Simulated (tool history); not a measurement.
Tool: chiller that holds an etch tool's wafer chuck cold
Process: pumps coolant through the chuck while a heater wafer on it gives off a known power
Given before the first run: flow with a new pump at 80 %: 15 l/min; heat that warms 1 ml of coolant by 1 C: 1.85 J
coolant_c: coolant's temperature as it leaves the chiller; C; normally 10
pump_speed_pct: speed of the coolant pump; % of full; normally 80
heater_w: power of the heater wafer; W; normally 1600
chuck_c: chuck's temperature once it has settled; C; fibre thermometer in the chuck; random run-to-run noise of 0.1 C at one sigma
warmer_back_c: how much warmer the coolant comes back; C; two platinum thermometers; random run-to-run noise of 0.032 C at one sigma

Run 1, hour 0.0: usual settings. Result: chuck_c 22.0 C, warmer_back_c 3.49 C.
Run 2, hour 46.4: usual settings. Result: chuck_c 22.1 C, warmer_back_c 3.61 C.
Run 3, hour 95.9: usual settings. Result: chuck_c 22.3 C, warmer_back_c 3.54 C.
Run 4, hour 135.2: usual settings. Result: chuck_c 22.2 C, warmer_back_c 3.57 C.
Run 5, hour 186.9: usual settings. Result: chuck_c 22.1 C, warmer_back_c 3.58 C.
Run 6, hour 211.8: usual settings but heater_w 1597 W. Result: chuck_c 22.2 C, warmer_back_c 3.54 C.
Run 7, hour 258.0: usual settings but heater_w 1597 W. Result: chuck_c 22.3 C, warmer_back_c 3.56 C.
Run 8, hour 291.2: usual settings but heater_w 1597 W. Result: chuck_c 22.4 C, warmer_back_c 3.55 C.
Run 9, hour 318.8: usual settings but heater_w 1597 W. Result: chuck_c 22.3 C, warmer_back_c 3.54 C.
Run 10, hour 356.1: usual settings but coolant_c 9 C. Result: chuck_c 21.3 C, warmer_back_c 3.61 C.
Run 11, hour 404.8: usual settings but heater_w 1086 W. Result: chuck_c 18.6 C, warmer_back_c 2.49 C.
Run 12, hour 428.7: usual settings but heater_w 1679 W. Result: chuck_c 23.1 C, warmer_back_c 3.74 C.
Run 13, hour 476.1: usual settings. Result: chuck_c 22.3 C, warmer_back_c 3.57 C.
Run 14, hour 506.0: usual settings but heater_w 853 W. Result: chuck_c 16.6 C, warmer_back_c 1.88 C.
Run 15, hour 540.1: usual settings. Result: chuck_c 22.3 C, warmer_back_c 3.58 C.
Run 16, hour 584.9: usual settings. Result: chuck_c 22.3 C, warmer_back_c 3.61 C.
Run 17, hour 630.4: usual settings but coolant_c 6 C, pump_speed_pct 65 % of full, heater_w 908 W. Result: chuck_c 14.1 C, warmer_back_c 2.60 C.
Run 18, hour 671.4: usual settings but pump_speed_pct 91 % of full, heater_w 2375 W. Result: chuck_c 26.7 C, warmer_back_c 4.64 C.
Run 19, hour 697.3: usual settings but pump_speed_pct 70 % of full, heater_w 958 W. Result: chuck_c 18.2 C, warmer_back_c 2.48 C.
Run 20, hour 739.2: usual settings but pump_speed_pct 84 % of full, heater_w 958 W. Result: chuck_c 17.3 C, warmer_back_c 2.06 C.
Run 21, hour 777.7: usual settings but coolant_c 2 C, pump_speed_pct 73 % of full. Result: chuck_c 15.2 C, warmer_back_c 3.95 C.
Run 22, hour 832.1: usual settings but coolant_c 2 C, pump_speed_pct 73 % of full. Result: chuck_c 15.2 C, warmer_back_c 3.97 C.
Run 23, hour 857.1: usual settings but coolant_c 2 C, pump_speed_pct 73 % of full. Result: chuck_c 15.2 C, warmer_back_c 4.01 C.
Run 24, hour 882.4: usual settings but pump_speed_pct 64 % of full. Result: chuck_c 24.5 C, warmer_back_c 4.66 C.
Run 25, hour 936.1: usual settings but pump_speed_pct 63 % of full, heater_w 1226 W. Result: chuck_c 21.1 C, warmer_back_c 3.63 C.
Run 26, hour 985.3: usual settings but pump_speed_pct 87 % of full, heater_w 1181 W. Result: chuck_c 18.8 C, warmer_back_c 2.39 C.

The next listed run, before its measurement:
Run 27, hour 1038.1: usual settings but pump_speed_pct 65 % of full, heater_w 855 W. Result: chuck_c ?, warmer_back_c ?.

For run 27 the tool returned chuck_c 17.8 C, warmer_back_c 2.47 C.
The same run, on a tool lacking any hidden state, would have yielded chuck_c 16.5 C, warmer_back_c 2.36 C.
